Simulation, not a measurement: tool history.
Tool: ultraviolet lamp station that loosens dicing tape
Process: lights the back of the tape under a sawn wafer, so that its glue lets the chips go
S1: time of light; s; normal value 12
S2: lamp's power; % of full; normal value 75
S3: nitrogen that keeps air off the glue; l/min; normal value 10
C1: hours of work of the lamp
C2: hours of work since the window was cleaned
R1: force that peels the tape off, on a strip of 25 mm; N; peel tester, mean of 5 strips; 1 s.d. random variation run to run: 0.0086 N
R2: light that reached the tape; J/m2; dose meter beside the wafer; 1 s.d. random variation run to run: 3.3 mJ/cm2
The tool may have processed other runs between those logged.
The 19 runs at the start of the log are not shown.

run	hour	S1	S2	S3	C1	C2	R1	R2
20	119.9	23	75	10	232	373	0.143	10090
21	128.3	23	75	10	238	379	0.138	10040
22	137.1	10	68	5	244	385	0.967	3910
23	141	10	68	5	247	388	0.965	3950
24	146.7	6	64	5	251	392	2.241	2210
25	155.6	6	99	5	257	398	1.227	3470
26	163.2	12	73	10	263	404	0.375	5070
27	171.2	8	66	9	268	409	1.129	3090
28	176.8	8	75	4	272	413	1.387	3500
29	183.2	23	75	4	277	418	0.178	9940
30	191.1	8	95	7	282	423	0.652	4440
31	195.8	17	62	10	286	427	0.245	6040
32	199.8	6	62	12	289	430	1.738	2150
33	207.1	6	86	6	294	435	1.414	3010
34	215.7	6	86	6	300	441	1.469	3000
35	222.6	12	60	3	305	446	1.127	4190
36	229.6	8	75	8	310	451	0.921	3520
# hour 236.4: window cleaned of glue's vapour
37	236.4	12	62	10	314	0	0.552	4350
38	240.2	6	68	3	317	3	2.51	2350
39	248.9	22	76	16	323	9	0.147	9840
40	253.6	20	97	16	327	12	0.132	11250
41	259.9	20	84	16	331	17	0.143	9710

Below are 4 alternative next runs, each starting from the tool's condition after run 41. Predict each:
A	267.9	18	68	16	337	22	?	?
B	267.9	12	75	19	337	22	?	?
C	267.9	8	84	16	337	22	?	?
D	267.9	10	91	6	337	22	?	?

run	R1	R2
A	0.167	7170
B	0.274	5240
C	0.539	3950
D	0.456	5270
What these runs would have given with no unlogged condition in the tool:
run	R1	R2
A	0.166	7180
B	0.273	5250
C	0.537	3960
D	0.455	5270
